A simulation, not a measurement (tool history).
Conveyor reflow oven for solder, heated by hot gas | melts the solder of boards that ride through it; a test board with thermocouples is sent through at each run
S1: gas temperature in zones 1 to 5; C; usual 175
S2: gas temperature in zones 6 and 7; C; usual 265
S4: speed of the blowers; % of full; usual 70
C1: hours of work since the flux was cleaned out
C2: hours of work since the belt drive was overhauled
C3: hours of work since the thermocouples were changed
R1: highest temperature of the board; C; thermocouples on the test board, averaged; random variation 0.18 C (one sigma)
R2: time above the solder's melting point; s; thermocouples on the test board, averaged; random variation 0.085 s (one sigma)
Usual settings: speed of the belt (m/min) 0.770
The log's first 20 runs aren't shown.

Run 21, hour 166.9: usual settings but S2 262 C, S4 53 % of full; C1 129; C2 229; C3 344. Result: R1 241.3 C, R2 33.14 s.
Run 22, hour 175.1: usual settings but S1 190 C, S2 263 C, speed of the belt (m/min) 0.863, S4 63 % of full; C1 135; C2 235; C3 350. Result: R1 244.5 C, R2 35.95 s.
Run 23, hour 180.9: usual settings but S1 183 C, S2 260 C, speed of the belt (m/min) 0.684, S4 63 % of full; C1 139; C2 239; C3 354. Result: R1 247.5 C, R2 46.79 s.
Run 24, hour 191.2: usual settings but S1 168 C, S2 267 C, speed of the belt (m/min) 0.694, S4 87 % of full; C1 147; C2 247; C3 362. Result: R1 256.1 C, R2 47.70 s.
Run 25, hour 197.9: usual settings but S1 184 C, S2 253 C, speed of the belt (m/min) 0.660, S4 87 % of full; C1 152; C2 252; C3 367. Result: R1 245.7 C, R2 50.00 s.
Run 26, hour 206.9: usual settings but S1 172 C, speed of the belt (m/min) 0.786; C1 159; C2 259; C3 374. Result: R1 247.4 C, R2 37.16 s.
Run 27, hour 213.7: usual settings but speed of the belt (m/min) 0.802, S4 83 % of full; C1 164; C2 264; C3 379. Result: R1 250.7 C, R2 39.32 s.
Run 28, hour 221.0: usual settings but speed of the belt (m/min) 0.802, S4 83 % of full; C1 170; C2 270; C3 385. Result: R1 250.5 C, R2 39.35 s.
Run 29, hour 226.2: usual settings but speed of the belt (m/min) 0.802, S4 83 % of full; C1 174; C2 273; C3 389. Result: R1 250.6 C, R2 39.22 s.
Run 30, hour 232.1: usual settings but speed of the belt (m/min) 0.802, S4 83 % of full; C1 178; C2 278; C3 393. Result: R1 250.5 C, R2 39.18 s.

Forecast each of these 3 alternatives for the next run:
Run A, hour 240.2: usual settings but speed of the belt (m/min) 0.802, S4 76 % of full; C1 184; C2 284; C3 399. Result: R1 ?, R2 ?.
Run B, hour 240.2: usual settings but S2 254 C; C1 184; C2 284; C3 399. Result: R1 ?, R2 ?.
Run C, hour 240.2: usual settings but S2 276 C, speed of the belt (m/min) 0.677, S4 54 % of full; C1 184; C2 284; C3 399. Result: R1 ?, R2 ?.

run     R1     R2
  A  249.0  37.99
  B  238.9  33.36
  C  257.7  49.83
Without the tool's hidden state the same runs would have given:
run     R1     R2
  A  250.9  38.95
  B  240.7  34.74
  C  259.3  50.41
